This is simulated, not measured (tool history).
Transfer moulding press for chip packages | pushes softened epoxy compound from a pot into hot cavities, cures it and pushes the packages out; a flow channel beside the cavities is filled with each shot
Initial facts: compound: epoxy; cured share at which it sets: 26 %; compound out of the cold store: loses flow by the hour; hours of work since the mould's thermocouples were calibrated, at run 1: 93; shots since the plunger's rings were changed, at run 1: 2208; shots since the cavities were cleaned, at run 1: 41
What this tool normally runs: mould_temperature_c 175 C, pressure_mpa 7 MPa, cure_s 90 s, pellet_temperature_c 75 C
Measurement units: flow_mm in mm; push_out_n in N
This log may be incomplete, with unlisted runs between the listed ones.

run	hour	mould_temperature_c	pressure_mpa	cure_s	pellet_temperature_c	hours of work since the mould's thermocouples were calibrated	shots since the plunger's rings were changed	shots since the cavities were cleaned	incoming compound's hours out of the cold store	flow_mm	push_out_n
1	0	175	7	90	75	93	2208	41	44.7	777	323
2	8	175	7	90	75	99	2336	169	32	833	338
3	27.4	175	7	88	75	114	2643	476	26.8	857	366
4	44.7	175	7	90	75	127	2918	751	29	841	348
5	55.9	175	7	90	75	136	3094	927	23.7	872	360
# hour 69.8: plunger's sealing rings changed
# hour 75.1: cavities cleaned with cleaning compound and waxed
6	77.9	175	7	90	75	149	106	46	33.7	824	348
7	96.5	175	7	90	75	163	400	340	30.9	838	342
8	105	175	7	90	75	170	535	475	47	766	346
9	113.4	175	7	90	75	176	669	609	43.8	782	352
10	127.2	175	7	90	75	187	888	828	27.8	852	353
11	143	175	7	90	75	199	1138	1078	38.4	806	345
# hour 150.6: cavities cleaned with cleaning compound and waxed
12	158.7	175	7	90	75	210	1364	129	12.6	926	370

Run 13 is up next; what results do you expect?
13	168.2	175	7	90	75	217	1514	279	14.2	?	?

Run 13 produced flow_mm 921 mm, push_out_n 350 N.
With no hidden state in the tool, this same run would have given flow_mm 921 mm, push_out_n 347 N.

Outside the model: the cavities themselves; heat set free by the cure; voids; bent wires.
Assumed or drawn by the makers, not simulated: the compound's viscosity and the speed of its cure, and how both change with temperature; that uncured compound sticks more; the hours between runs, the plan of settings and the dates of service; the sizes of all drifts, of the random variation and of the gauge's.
